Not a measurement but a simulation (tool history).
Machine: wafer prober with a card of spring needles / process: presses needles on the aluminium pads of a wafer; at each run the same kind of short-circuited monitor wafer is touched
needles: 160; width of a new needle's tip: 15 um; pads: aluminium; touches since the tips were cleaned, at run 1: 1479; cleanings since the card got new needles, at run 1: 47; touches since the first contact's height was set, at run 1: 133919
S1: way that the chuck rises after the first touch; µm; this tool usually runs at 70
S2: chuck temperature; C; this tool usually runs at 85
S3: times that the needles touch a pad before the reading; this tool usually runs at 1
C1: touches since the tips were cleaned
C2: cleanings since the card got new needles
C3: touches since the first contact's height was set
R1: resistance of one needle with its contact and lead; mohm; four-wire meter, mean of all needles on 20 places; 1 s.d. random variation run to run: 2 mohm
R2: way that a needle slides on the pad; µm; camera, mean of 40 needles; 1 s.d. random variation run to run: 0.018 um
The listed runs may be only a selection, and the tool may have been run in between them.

run   hour  S1   S2  S3    C1   C2      C3   R1     R2
  1    0.0  70   85   1  1479   47  133919  216  10.42
      13.4  -- tips cleaned on abrasive film
  2   19.3  70   85   1  2371   48  141715  221  10.43
      32.1  -- tips cleaned on abrasive film
      49.2  -- tips cleaned on abrasive film
  3   61.2  84   85   1  4873   50  158673  213  12.55
      65.6  -- tips cleaned on abrasive film
  4   80.1  70   85   1  5895   51  166313  219  10.46
      83.5  -- tips cleaned on abrasive film
      99.9  -- tips cleaned on abrasive film
  5   99.9  61   85   1     0   53  174281  219   9.11
     115.7  -- tips cleaned on abrasive film
     132.5  -- tips cleaned on abrasive film
  6  133.7  61   85   1   504   55  187946  215   9.09
     150.8  -- tips cleaned on abrasive film
  7  157.2  61   85   1  2619   56  197441  221   9.08
     169.9  -- tips cleaned on abrasive film
     182.5  -- height of the first contact set anew
  8  185.2  70   85   1  6122   57    1102  216  10.50
     188.8  -- tips cleaned on abrasive film
     207.1  -- tips cleaned on abrasive film
  9  215.7  70   85   1  3520   59   13415  213  10.44
     226.3  -- tips cleaned on abrasive film
 10  239.3  70   85   1  5286   60   22949  219  10.46
     243.2  -- tips cleaned on abrasive film
     259.8  -- tips cleaned on abrasive film
 11  275.0  70   85   1  6155   62   37374  217  10.45
     277.2  -- tips cleaned on abrasive film
     292.7  -- tips cleaned on abrasive film
 12  296.7  70   85   1  1640   64   46138  216  10.43
     310.2  -- tips cleaned on abrasive film
 13  320.4  70   37   1  4155   65   55716  207  10.46
     326.4  -- tips cleaned on abrasive film
     342.5  -- tips cleaned on abrasive film
     358.1  -- tips cleaned on abrasive film
 14  362.9  70   37   1  1983   68   72877  204  10.48
     375.2  -- tips cleaned on abrasive film
     392.3  -- tips cleaned on abrasive film
 15  404.3  70  104   1  4897   70   89612  223  10.48
     408.2  -- tips cleaned on abrasive film
     425.3  -- tips cleaned on abrasive film
     442.9  -- tips cleaned on abrasive film
 16  446.1  70   85   1  1298   73  106470  216  10.45
     458.5  -- tips cleaned on abrasive film
     474.6  -- tips cleaned on abrasive film
     490.2  -- tips cleaned on abrasive film
 17  490.3  53   86   1    39   76  124299  221   7.92
     508.4  -- tips cleaned on abrasive film
     525.2  -- tips cleaned on abrasive film
 18  530.7  53   86   1  2235   78  140659  223   7.92
     542.3  -- tips cleaned on abrasive film
     559.1  -- tips cleaned on abrasive film
 19  574.3  53   86   1  6192   80  158310  218   7.89
     578.0  -- tips cleaned on abrasive film
     594.8  -- tips cleaned on abrasive film
 20  604.1  53   86   1  3762   82  170315  221   7.92
     613.3  -- tips cleaned on abrasive film
     629.6  -- tips cleaned on abrasive film
 21  638.7  53   57   1  3704   84  184317  214   7.90
     646.0  -- tips cleaned on abrasive film
     664.3  -- tips cleaned on abrasive film
 22  671.4  71   41   3  2903   86  197514  206  10.61
     679.8  -- tips cleaned on abrasive film
     697.3  -- tips cleaned on abrasive film
     697.6  -- height of the first contact set anew
 23  706.3  68   98   1  3557   88    3557  221  10.19
     713.8  -- tips cleaned on abrasive film
 24  725.7  68   98   1  4844   89   11394  222  10.12
     729.6  -- tips cleaned on abrasive film
     745.2  -- tips cleaned on abrasive film
 25  745.8  70   85   2   272   91   19496  215  10.47
     760.9  -- tips cleaned on abrasive film
     779.8  -- tips cleaned on abrasive film
 26  789.2  56   85   1  3809   93   37019  222   8.37
     795.9  -- tips cleaned on abrasive film
     813.6  -- tips cleaned on abrasive film
 27  827.9  56   85   1  5814   95   52666  221   8.34
     831.1  -- tips cleaned on abrasive film
     846.8  -- tips cleaned on abrasive film
 28  853.5  56   85   1  2703   97   62991  220   8.37
     863.9  -- tips cleaned on abrasive film
 29  872.5  61   71   2  3493   98   70668  216   9.14
     880.5  -- tips cleaned on abrasive film
 30  892.1  77   71   1  4736   99   78626  212  11.53
     897.7  -- tips cleaned on abrasive film
     915.6  -- tips cleaned on abrasive film
     931.3  -- tips cleaned on abrasive film
 31  931.3  59   93   2     0  102   94412  220   8.80

Below are 4 alternative next runs, each starting from the tool's condition after run 31. Predict each:
     948.8  -- tips cleaned on abrasive film
  A  956.4  90   85   2  3075  103  104567   ?   ?
     948.8  -- tips cleaned on abrasive film
  B  956.4  61  110   1  3075  103  104567   ?   ?
     948.8  -- tips cleaned on abrasive film
  C  956.4  70  124   3  3075  103  104567   ?   ?
     948.8  -- tips cleaned on abrasive film
  D  956.4  59   43   2  3075  103  104567   ?   ?

run   R1     R2
  A  211  13.48
  B  226   9.11
  C  228  10.49
  D  209   8.82
Take away the tool's hidden state, keep each run's random variation, and the runs would have read:
run   R1     R2
  A  211  13.48
  B  226   9.11
  C  228  10.49
  D  209   8.82
